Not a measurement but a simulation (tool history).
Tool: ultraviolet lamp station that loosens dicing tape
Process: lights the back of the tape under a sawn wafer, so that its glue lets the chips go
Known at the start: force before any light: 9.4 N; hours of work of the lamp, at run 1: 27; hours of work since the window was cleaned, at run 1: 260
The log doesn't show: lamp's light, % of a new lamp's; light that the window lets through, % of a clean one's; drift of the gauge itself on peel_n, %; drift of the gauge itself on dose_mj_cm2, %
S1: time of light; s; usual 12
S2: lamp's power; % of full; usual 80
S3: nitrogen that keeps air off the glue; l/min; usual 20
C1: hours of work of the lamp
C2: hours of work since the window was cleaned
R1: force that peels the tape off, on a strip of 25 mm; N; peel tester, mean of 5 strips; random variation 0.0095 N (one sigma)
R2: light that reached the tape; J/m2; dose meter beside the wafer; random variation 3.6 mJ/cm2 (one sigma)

{"run": 1, "hour": 0.0, "S1": 12, "S2": 80, "S3": 20, "C1": 27, "C2": 260, "R1": 0.418, "R2": 5890}
{"run": 2, "hour": 59.3, "S1": 12, "S2": 80, "S3": 20, "C1": 56, "C2": 288, "R1": 0.4, "R2": 5890}
{"run": 3, "hour": 145.4, "S1": 12, "S2": 80, "S3": 20, "C1": 97, "C2": 329, "R1": 0.41, "R2": 5870}
{"run": 4, "hour": 209.9, "S1": 12, "S2": 69, "S3": 20, "C1": 128, "C2": 360, "R1": 0.601, "R2": 5100}
{"run": 5, "hour": 272.5, "S1": 12, "S2": 69, "S3": 20, "C1": 158, "C2": 390, "R1": 0.612, "R2": 5010}
{"run": 6, "hour": 337.8, "S1": 12, "S2": 80, "S3": 19, "C1": 189, "C2": 422, "R1": 0.426, "R2": 5920}
{"run": 7, "hour": 382.4, "S1": 12, "S2": 80, "S3": 19, "C1": 210, "C2": 443, "R1": 0.413, "R2": 5920}
{"run": 8, "hour": 474.5, "S1": 12, "S2": 80, "S3": 19, "C1": 254, "C2": 487, "R1": 0.442, "R2": 5860}
{"run": 9, "hour": 547.4, "S1": 12, "S2": 80, "S3": 19, "C1": 289, "C2": 522, "R1": 0.426, "R2": 5850}
{"hour": 593.8, "done": "window cleaned of glue's vapour"}
{"run": 10, "hour": 631.4, "S1": 12, "S2": 80, "S3": 19, "C1": 329, "C2": 18, "R1": 0.436, "R2": 5860}
{"run": 11, "hour": 702.1, "S1": 12, "S2": 80, "S3": 20, "C1": 363, "C2": 52, "R1": 0.406, "R2": 5860}
{"run": 12, "hour": 760.0, "S1": 12, "S2": 65, "S3": 20, "C1": 391, "C2": 80, "R1": 0.694, "R2": 4750}
{"run": 13, "hour": 839.0, "S1": 7, "S2": 80, "S3": 20, "C1": 429, "C2": 117, "R1": 1.456, "R2": 3410}
{"run": 14, "hour": 896.3, "S1": 7, "S2": 66, "S3": 6, "C1": 456, "C2": 145, "R1": 3.618, "R2": 2800}
{"run": 15, "hour": 994.0, "S1": 11, "S2": 70, "S3": 35, "C1": 503, "C2": 192, "R1": 0.443, "R2": 4690}
{"run": 16, "hour": 1045.9, "S1": 14, "S2": 80, "S3": 20, "C1": 528, "C2": 217, "R1": 0.255, "R2": 6850}
{"run": 17, "hour": 1134.8, "S1": 14, "S2": 80, "S3": 20, "C1": 571, "C2": 259, "R1": 0.255, "R2": 6860}
{"run": 18, "hour": 1195.4, "S1": 11, "S2": 92, "S3": 22, "C1": 600, "C2": 288, "R1": 0.309, "R2": 6230}
{"run": 19, "hour": 1263.7, "S1": 11, "S2": 62, "S3": 16, "C1": 632, "C2": 321, "R1": 1.181, "R2": 4120}
{"run": 20, "hour": 1341.1, "S1": 12, "S2": 69, "S3": 9, "C1": 669, "C2": 358, "R1": 1.253, "R2": 5150}
{"run": 21, "hour": 1418.1, "S1": 20, "S2": 91, "S3": 16, "C1": 706, "C2": 395, "R1": 0.082, "R2": 11170}
{"run": 22, "hour": 1487.3, "S1": 20, "S2": 91, "S3": 16, "C1": 739, "C2": 428, "R1": 0.08, "R2": 11190}
{"run": 23, "hour": 1562.7, "S1": 20, "S2": 72, "S3": 7, "C1": 776, "C2": 464, "R1": 0.465, "R2": 8890}
{"run": 24, "hour": 1603.4, "S1": 20, "S2": 72, "S3": 7, "C1": 795, "C2": 484, "R1": 0.457, "R2": 8790}
{"run": 25, "hour": 1651.3, "S1": 20, "S2": 65, "S3": 7, "C1": 818, "C2": 507, "R1": 0.602, "R2": 7910}
{"run": 26, "hour": 1706.6, "S1": 20, "S2": 65, "S3": 7, "C1": 845, "C2": 533, "R1": 0.608, "R2": 7910}

Forecast each of these 4 alternatives for the next run:
{"hour": 1736.4, "done": "window cleaned of glue's vapour"}
{"run": "A", "hour": 1802.6, "S1": 10, "S2": 96, "S3": 29, "C1": 890, "C2": 32, "R1": "?", "R2": "?"}
{"hour": 1736.4, "done": "window cleaned of glue's vapour"}
{"run": "B", "hour": 1802.6, "S1": 20, "S2": 65, "S3": 8, "C1": 890, "C2": 32, "R1": "?", "R2": "?"}
{"hour": 1736.4, "done": "window cleaned of glue's vapour"}
{"run": "C", "hour": 1802.6, "S1": 19, "S2": 63, "S3": 20, "C1": 890, "C2": 32, "R1": "?", "R2": "?"}
{"hour": 1736.4, "done": "window cleaned of glue's vapour"}
{"run": "D", "hour": 1802.6, "S1": 24, "S2": 88, "S3": 10, "C1": 890, "C2": 32, "R1": "?", "R2": "?"}

run=A R1=0.268 R2=5910
run=B R1=0.519 R2=7960
run=C R1=0.207 R2=7410
run=D R1=0.089 R2=12940
Without the tool's hidden state the same runs would have given:
run=A R1=0.266 R2=5920
run=B R1=0.516 R2=7980
run=C R1=0.206 R2=7420
run=D R1=0.089 R2=12960

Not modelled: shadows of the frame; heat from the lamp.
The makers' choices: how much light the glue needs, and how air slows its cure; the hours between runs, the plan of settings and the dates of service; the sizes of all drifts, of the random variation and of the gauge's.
